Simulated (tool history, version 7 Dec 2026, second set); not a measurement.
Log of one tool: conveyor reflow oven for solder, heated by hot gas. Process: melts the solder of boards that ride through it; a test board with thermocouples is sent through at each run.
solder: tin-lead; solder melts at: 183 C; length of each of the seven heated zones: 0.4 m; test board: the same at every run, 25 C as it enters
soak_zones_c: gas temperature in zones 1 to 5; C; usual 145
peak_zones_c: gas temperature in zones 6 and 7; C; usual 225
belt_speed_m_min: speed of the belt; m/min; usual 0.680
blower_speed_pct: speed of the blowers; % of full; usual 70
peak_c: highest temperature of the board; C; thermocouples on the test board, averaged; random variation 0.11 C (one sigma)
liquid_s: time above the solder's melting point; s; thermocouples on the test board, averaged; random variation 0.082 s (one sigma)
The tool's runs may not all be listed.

{"run": 1, "hour": 0.0, "soak_zones_c": 145, "peak_zones_c": 225, "belt_speed_m_min": 0.68, "blower_speed_pct": 70, "peak_c": 208.2, "liquid_s": 47.36}
{"run": 2, "hour": 7.5, "soak_zones_c": 145, "peak_zones_c": 225, "belt_speed_m_min": 0.575, "blower_speed_pct": 70, "peak_c": 213.0, "liquid_s": 62.2}
{"run": 3, "hour": 17.6, "soak_zones_c": 145, "peak_zones_c": 214, "belt_speed_m_min": 0.68, "blower_speed_pct": 70, "peak_c": 199.5, "liquid_s": 37.55}
{"run": 4, "hour": 28.4, "soak_zones_c": 145, "peak_zones_c": 225, "belt_speed_m_min": 0.68, "blower_speed_pct": 70, "peak_c": 208.3, "liquid_s": 47.36}
{"run": 5, "hour": 37.5, "soak_zones_c": 145, "peak_zones_c": 225, "belt_speed_m_min": 0.68, "blower_speed_pct": 74, "peak_c": 209.4, "liquid_s": 48.73}
{"run": 6, "hour": 50.4, "soak_zones_c": 145, "peak_zones_c": 225, "belt_speed_m_min": 0.68, "blower_speed_pct": 70, "peak_c": 208.4, "liquid_s": 47.33}
{"run": 7, "hour": 62.1, "soak_zones_c": 152, "peak_zones_c": 225, "belt_speed_m_min": 0.68, "blower_speed_pct": 70, "peak_c": 209.6, "liquid_s": 51.5}
{"run": 8, "hour": 69.3, "soak_zones_c": 152, "peak_zones_c": 225, "belt_speed_m_min": 0.68, "blower_speed_pct": 70, "peak_c": 209.7, "liquid_s": 51.54}
{"run": 9, "hour": 76.4, "soak_zones_c": 145, "peak_zones_c": 225, "belt_speed_m_min": 0.68, "blower_speed_pct": 70, "peak_c": 208.3, "liquid_s": 47.22}
{"run": 10, "hour": 86.0, "soak_zones_c": 145, "peak_zones_c": 225, "belt_speed_m_min": 0.68, "blower_speed_pct": 70, "peak_c": 208.2, "liquid_s": 47.25}
{"run": 11, "hour": 100.7, "soak_zones_c": 145, "peak_zones_c": 225, "belt_speed_m_min": 0.68, "blower_speed_pct": 70, "peak_c": 208.4, "liquid_s": 47.3}
{"run": 12, "hour": 109.0, "soak_zones_c": 145, "peak_zones_c": 225, "belt_speed_m_min": 0.68, "blower_speed_pct": 70, "peak_c": 208.1, "liquid_s": 47.21}
{"run": 13, "hour": 115.4, "soak_zones_c": 145, "peak_zones_c": 225, "belt_speed_m_min": 0.68, "blower_speed_pct": 70, "peak_c": 208.1, "liquid_s": 47.35}
{"run": 14, "hour": 129.1, "soak_zones_c": 145, "peak_zones_c": 225, "belt_speed_m_min": 0.68, "blower_speed_pct": 70, "peak_c": 208.3, "liquid_s": 47.18}
{"run": 15, "hour": 141.2, "soak_zones_c": 151, "peak_zones_c": 230, "belt_speed_m_min": 0.58, "blower_speed_pct": 58, "peak_c": 214.6, "liquid_s": 64.55}
{"run": 16, "hour": 150.2, "soak_zones_c": 151, "peak_zones_c": 230, "belt_speed_m_min": 0.771, "blower_speed_pct": 73, "peak_c": 210.3, "liquid_s": 44.84}
{"run": 17, "hour": 158.6, "soak_zones_c": 137, "peak_zones_c": 225, "belt_speed_m_min": 0.68, "blower_speed_pct": 86, "peak_c": 210.8, "liquid_s": 47.86}
{"run": 18, "hour": 169.8, "soak_zones_c": 137, "peak_zones_c": 225, "belt_speed_m_min": 0.68, "blower_speed_pct": 86, "peak_c": 211.0, "liquid_s": 48.1}
{"hour": 175.8, "done": "flux residue cleaned out of gas plates and filters"}
{"run": 19, "hour": 182.0, "soak_zones_c": 137, "peak_zones_c": 225, "belt_speed_m_min": 0.68, "blower_speed_pct": 86, "peak_c": 210.6, "liquid_s": 47.26}
{"run": 20, "hour": 189.8, "soak_zones_c": 137, "peak_zones_c": 225, "belt_speed_m_min": 0.68, "blower_speed_pct": 86, "peak_c": 210.3, "liquid_s": 47.34}
{"hour": 202.3, "done": "flux residue cleaned out of gas plates and filters, once more"}
{"run": 21, "hour": 209.5, "soak_zones_c": 130, "peak_zones_c": 225, "belt_speed_m_min": 0.553, "blower_speed_pct": 74, "peak_c": 214.3, "liquid_s": 60.91}
{"run": 22, "hour": 217.3, "soak_zones_c": 130, "peak_zones_c": 225, "belt_speed_m_min": 0.553, "blower_speed_pct": 74, "peak_c": 214.0, "liquid_s": 60.84}
{"run": 23, "hour": 229.1, "soak_zones_c": 143, "peak_zones_c": 225, "belt_speed_m_min": 0.798, "blower_speed_pct": 74, "peak_c": 205.5, "liquid_s": 36.73}
{"run": 24, "hour": 240.7, "soak_zones_c": 145, "peak_zones_c": 225, "belt_speed_m_min": 0.68, "blower_speed_pct": 73, "peak_c": 210.5, "liquid_s": 49.93}
{"run": 25, "hour": 254.8, "soak_zones_c": 138, "peak_zones_c": 225, "belt_speed_m_min": 0.58, "blower_speed_pct": 73, "peak_c": 213.7, "liquid_s": 60.06}
{"run": 26, "hour": 263.9, "soak_zones_c": 155, "peak_zones_c": 215, "belt_speed_m_min": 0.58, "blower_speed_pct": 73, "peak_c": 207.3, "liquid_s": 62.46}

4 ways to go on from here, each from the tool as it stands after run 26. What would each give?
{"run": "A", "hour": 276.9, "soak_zones_c": 145, "peak_zones_c": 224, "belt_speed_m_min": 0.804, "blower_speed_pct": 55, "peak_c": "?", "liquid_s": "?"}
{"run": "B", "hour": 276.9, "soak_zones_c": 155, "peak_zones_c": 215, "belt_speed_m_min": 0.58, "blower_speed_pct": 84, "peak_c": "?", "liquid_s": "?"}
{"run": "C", "hour": 276.9, "soak_zones_c": 149, "peak_zones_c": 225, "belt_speed_m_min": 0.714, "blower_speed_pct": 55, "peak_c": "?", "liquid_s": "?"}
{"run": "D", "hour": 276.9, "soak_zones_c": 157, "peak_zones_c": 221, "belt_speed_m_min": 0.58, "blower_speed_pct": 73, "peak_c": "?", "liquid_s": "?"}

run=A peak_c=197.2 liquid_s=25.91
run=B peak_c=209.1 liquid_s=65.25
run=C peak_c=203.3 liquid_s=39.98
run=D peak_c=212.9 liquid_s=68.51
Without the tool's hidden state the same runs would have given:
run=A peak_c=196.5 liquid_s=24.83
run=B peak_c=208.2 liquid_s=64.19
run=C peak_c=202.5 liquid_s=38.90
run=D peak_c=212.0 liquid_s=67.51

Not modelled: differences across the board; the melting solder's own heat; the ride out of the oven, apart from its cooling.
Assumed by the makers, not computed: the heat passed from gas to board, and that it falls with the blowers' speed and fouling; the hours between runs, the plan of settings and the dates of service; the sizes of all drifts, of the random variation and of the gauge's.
